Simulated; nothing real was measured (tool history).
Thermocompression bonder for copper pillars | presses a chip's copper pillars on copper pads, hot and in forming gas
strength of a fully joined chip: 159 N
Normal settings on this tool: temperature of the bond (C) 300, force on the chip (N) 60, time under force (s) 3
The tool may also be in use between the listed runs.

run	day	temperature of the bond (C)	force on the chip (N)	time under force (s)	force that shears a chip off (N)
1	0	300	60	3	91.5
2	1.396	300	60	3	92.1
3	2.817	300	60	4	98.8
4	3.896	300	60	4	98
5	5.179	300	60	3	90.5
6	5.921	300	60	3	88.9
7	6.979	300	60	3	89
8	7.75	326	60	3	106
9	9.108	326	60	3	104.7
10	10.588	327	60	3	105.4
# day 10.804: heater calibrated with a thermocouple chip
11	11.558	327	60	3	101.5
12	12.321	327	60	3	101.2
13	13.454	300	60	3	85.4
# day 14.575: heater calibrated with a thermocouple chip, once more
14	15.008	300	60	9	120.4
# day 15.225: forming gas filter changed
15	15.967	300	60	9	127.3
16	17.35	300	60	9	128.5
17	18.208	300	60	9	126.5
18	19.675	300	60	9	128
19	20.521	300	60	7	119.8
20	22	300	60	3	95.6
21	23.4	325	60	3	111.1
22	24.188	325	60	3	111.3
23	24.85	292	67	2	82.1
24	25.746	329	67	4	124
25	26.817	300	63	4	103.5
26	28.217	300	85	3	106.9
27	29.258	279	85	3	92.5
28	29.979	280	60	2	69.1
29	31.254	280	45	2	59.7
30	32.417	280	45	2	58.9
31	33.071	271	45	2	52.8
# day 33.475: forming gas filter changed
32	34.146	300	60	2	84.8
33	35.571	296	78	3	103.1
34	36.538	300	60	7	119.9
35	37.642	313	60	2	91.2
36	38.529	313	60	2	91.5
37	39.262	300	90	3	110.5
38	40.683	314	44	3	92.1
39	41.838	314	50	3	95.6

Predict each of these 5 candidate next runs independently; none follows another, all start after run 39:
A	42.788	315	50	2	?
B	42.788	276	44	2	?
C	42.788	300	60	2	?
D	42.788	326	50	8	?
E	42.788	281	55	3	?

run	force that shears a chip off (N)
A	85
B	57
C	82.5
D	129.2
E	78.3
Without the tool's unlogged condition, the same runs would have read:
run	force that shears a chip off (N)
A	88.6
B	59.7
C	86
D	133.8
E	81.8
